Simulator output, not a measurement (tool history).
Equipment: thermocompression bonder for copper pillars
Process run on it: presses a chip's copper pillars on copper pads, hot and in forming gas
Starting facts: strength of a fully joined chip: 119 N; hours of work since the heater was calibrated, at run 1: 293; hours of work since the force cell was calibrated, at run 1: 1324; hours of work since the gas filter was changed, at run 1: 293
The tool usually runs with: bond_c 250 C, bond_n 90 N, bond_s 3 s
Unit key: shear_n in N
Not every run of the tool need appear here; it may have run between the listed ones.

run   hour  bond_c  bond_n  bond_s  hours of work since the heater was calibrated  hours of work since the force cell was calibrated  hours of work since the gas filter was changed  shear_n
  1      0     250      90       3                                            293                                               1324                                             293     42.9
       7.6  -- forming gas filter changed
  2   41.1     241      90       3                                            320                                               1351                                              22     43.8
  3  108.2     250      90       3                                            364                                               1395                                              66     46.9
  4  139.3     250      90       3                                            385                                               1415                                              87     46.8
  5  176.6     250      90       4                                            409                                               1440                                             111     52.6
  6  239.1     250      90       4                                            450                                               1481                                             152     51.5
  7  297.4     250      90       4                                            489                                               1519                                             191     49.2
  8  338.2     250      90       2                                            516                                               1546                                             218       38
  9  404.8     250      90       7                                            559                                               1590                                             262     59.3
     410.3  -- heater calibrated with a thermocouple chip
       460  -- forming gas filter changed
 10  467.6     250      90       3                                             37                                               1630                                               5     47.6
 11  531.4     250     123       3                                             79                                               1672                                              47     58.4
 12  590.6     250     123       3                                            118                                               1711                                              86     57.2
 13  629.6     280     127       3                                            144                                               1736                                             112     75.9
 14  666.2     280     127       3                                            168                                               1761                                             136     77.1
 15  702.7     280     127       3                                            192                                               1785                                             160     75.2
     727.6  -- heater calibrated with a thermocouple chip, once more
 16  759.7     280      89       3                                             21                                               1821                                             196     63.6
 17  802.4     280      89       3                                             49                                               1849                                             224     63.5
 18  834.4     280      89       3                                             70                                               1870                                             245       63
     886.9  -- force cell calibrated
 19  893.4     280      89       3                                            108                                                  4                                             283     58.9
     916.4  -- forming gas filter changed
 20  934.9     266      67       3                                            135                                                 31                                              12     46.3
 21  988.9     270     105       2                                            171                                                 67                                              48     56.5
 22   1049     250      90       3                                            210                                                106                                              87     47.3

Each row is a separate what-if for the run after 22, all from the same tool condition, not one after another. Results?
  A  1096.6     224      90       3                                            242                                                138                                             119        ?
  B  1096.6     271      90       3                                            242                                                138                                             119        ?
  C  1096.6     241      90       3                                            242                                                138                                             119        ?
  D  1096.6     250     121       3                                            242                                                138                                             119        ?

run  shear_n
  A     31.7
  B     56.7
  C     39.7
  D     57.4
Had the tool no hidden state, the same runs would have come out as:
run  shear_n
  A     33.9
  B       60
  C     42.3
  D     60.9

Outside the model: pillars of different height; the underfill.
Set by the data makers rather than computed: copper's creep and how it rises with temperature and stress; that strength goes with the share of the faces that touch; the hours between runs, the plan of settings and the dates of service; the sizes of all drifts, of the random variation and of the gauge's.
